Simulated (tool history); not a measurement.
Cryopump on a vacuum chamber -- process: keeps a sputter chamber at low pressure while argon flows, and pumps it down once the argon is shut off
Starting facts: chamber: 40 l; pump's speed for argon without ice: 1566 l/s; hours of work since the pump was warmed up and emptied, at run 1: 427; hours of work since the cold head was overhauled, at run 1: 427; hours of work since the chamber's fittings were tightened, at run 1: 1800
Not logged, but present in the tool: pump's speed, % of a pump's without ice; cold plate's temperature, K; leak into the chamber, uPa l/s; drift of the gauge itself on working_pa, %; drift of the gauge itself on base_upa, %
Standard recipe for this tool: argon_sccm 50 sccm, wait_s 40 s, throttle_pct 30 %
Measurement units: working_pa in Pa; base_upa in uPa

run	day	argon_sccm	wait_s	throttle_pct	hours of work since the pump was warmed up and emptied	hours of work since the cold head was overhauled	hours of work since the chamber's fittings were tightened	working_pa	base_upa
1	0.000	50	40	30	427	427	1800	0.1927	2.81
2	0.654	50	40	51	438	438	1811	0.1181	2.84
3	1.329	50	40	51	450	450	1822	0.1175	2.94
4	2.192	50	40	51	464	464	1837	0.1181	2.92
5	2.883	50	40	30	476	476	1849	0.1928	2.98
6	3.712	63	40	30	490	490	1863	0.2429	3.00
7	4.312	38	40	30	500	500	1873	0.1472	2.99
8	4.725	38	40	30	507	507	1880	0.1476	3.09
9	5.642	38	40	30	522	522	1895	0.1470	3.00
10	6.067	38	40	30	530	530	1902	0.1481	3.06
# day 6.900: pump warmed up, emptied and cooled again
11	7.200	38	40	30	5	545	1918	0.1378	2.77
12	8.071	38	40	30	20	560	1932	0.1369	2.84
13	8.900	38	40	30	34	574	1947	0.1378	2.80
14	9.283	50	40	30	40	580	1953	0.1814	2.83
15	9.688	50	40	30	47	587	1960	0.1801	2.78
16	10.367	50	40	30	58	598	1971	0.1840	2.76
17	10.988	41	40	30	69	609	1982	0.1505	2.80
18	11.688	41	40	30	81	621	1993	0.1495	2.91
19	12.229	60	40	23	90	630	2003	0.2834	2.85
20	13.138	60	40	23	105	645	2018	0.2848	2.81
21	13.788	88	56	20	116	656	2029	0.4775	2.46
22	14.375	88	56	20	126	666	2039	0.4809	2.47
23	14.938	77	40	30	136	676	2048	0.2838	2.94
24	15.633	51	224	30	147	687	2060	0.1858	1.54
25	16.471	48	76	19	161	701	2074	0.2769	2.17
26	16.912	48	245	19	169	709	2082	0.2764	1.62
27	17.725	48	245	19	182	723	2095	0.2786	1.53
28	18.154	48	245	19	190	730	2102	0.2784	1.55
29	18.558	48	245	19	197	737	2109	0.2813	1.55
30	18.988	54	245	19	204	744	2116	0.3134	1.56
31	19.692	47	40	16	216	756	2128	0.3225	2.91
32	20.575	84	30	33	230	771	2143	0.2861	3.58
33	21.171	84	30	33	241	781	2153	0.2866	3.41
34	22.038	99	274	45	255	795	2168	0.2529	1.64

Forecast each of these 3 alternatives for the next run:
A	22.733	99	112	45	267	807	2180	?	?
B	22.733	61	110	23	267	807	2180	?	?
C	22.733	96	274	25	267	807	2180	?	?

run	working_pa	base_upa
A	0.2521	1.99
B	0.2935	2.00
C	0.4338	1.68
With the hidden condition removed and each run's random variation left untouched, the same runs would have given:
run	working_pa	base_upa
A	0.2366	0.79
B	0.2839	0.79
C	0.4186	0.45
